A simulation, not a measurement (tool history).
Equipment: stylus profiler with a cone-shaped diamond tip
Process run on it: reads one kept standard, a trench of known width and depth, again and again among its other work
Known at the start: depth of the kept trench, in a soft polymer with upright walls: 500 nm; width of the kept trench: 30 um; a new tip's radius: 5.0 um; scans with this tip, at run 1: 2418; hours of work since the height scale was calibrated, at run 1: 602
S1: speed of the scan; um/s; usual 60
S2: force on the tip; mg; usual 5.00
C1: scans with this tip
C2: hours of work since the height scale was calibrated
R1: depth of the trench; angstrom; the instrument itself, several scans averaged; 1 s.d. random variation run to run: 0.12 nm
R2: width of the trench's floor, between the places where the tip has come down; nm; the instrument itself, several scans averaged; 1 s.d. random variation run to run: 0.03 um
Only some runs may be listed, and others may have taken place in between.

run,hour,S1,S2,C1,C2,R1,R2
1,0.0,60,5.00,2418,602,5124.3,24450
2,28.3,60,11.91,2484,619,5219.4,24510
3,48.4,60,4.53,2531,631,5120.1,24310
4,79.0,60,4.53,2603,649,5118.8,24370
5,98.2,60,4.53,2648,660,5118.9,24320
6,129.8,199,5.00,2723,678,5127.0,23690
7,149.9,60,7.94,2770,690,5171.5,24360
8,175.8,60,7.94,2831,705,5171.9,24340
9,203.5,65,7.94,2896,722,5170.0,24370
10,229.9,65,7.94,2958,737,5169.4,24280
11,251.4,88,5.00,3008,750,5128.2,24120
12,271.1,88,5.00,3055,761,5128.8,24100
13,289.2,88,5.00,3097,772,5127.0,24120
14,320.1,88,5.00,3170,790,5131.0,24000
15,336.5,88,3.03,3208,799,5094.2,23910
16,358.8,88,3.03,3261,812,5096.6,23940
17,375.7,60,5.00,3301,822,5128.7,24130
18,401.4,60,5.00,3361,837,5127.6,24080
19,434.6,60,5.00,3439,857,5131.8,24020
20,468.3,60,13.60,3518,877,5244.2,24180
21,488.2,60,13.60,3565,888,5242.9,24220
22,503.9,60,9.45,3602,897,5193.7,24100
23,541.4,92,2.42,3690,919,5084.3,23720
24,562.2,110,5.75,3739,932,5142.9,23840
25,583.3,110,10.23,3789,944,5203.2,23900
26,620.0,44,6.55,3875,965,5155.1,24030
27,641.2,20,8.40,3925,978,5180.1,24160
28,663.3,24,9.71,3977,991,5198.5,24060
29,698.3,91,2.38,4059,1011,5084.5,23620
30,714.3,154,3.09,4097,1021,5099.6,23370
31,742.7,95,3.17,4163,1037,5101.6,23610
32,780.8,95,3.17,4253,1060,5099.3,23620
33,807.2,21,5.00,4315,1075,5132.3,23990
34,826.2,21,5.00,4360,1086,5133.3,23910
35,860.1,26,5.73,4439,1106,5144.6,23960
36,880.3,26,5.73,4487,1118,5145.8,23910
37,909.5,26,5.73,4555,1135,5144.2,23920
38,946.8,26,5.73,4643,1157,5147.7,23870
39,979.6,18,2.94,4720,1176,5099.1,23840
40,1014.3,18,2.94,4802,1196,5100.9,23800
41,1040.0,18,6.37,4862,1211,5154.9,23820

Run 42, settings as shown, results not yet in. Your forecast:
42,1069.8,18,6.37,4932,1229,?,?

Run 42 gave R1 5156.8 angstrom, R2 23810 nm.
Were there no unlogged condition in the tool, this run, its random variation unchanged, would have produced R1 5139.8 angstrom, R2 25570 nm.
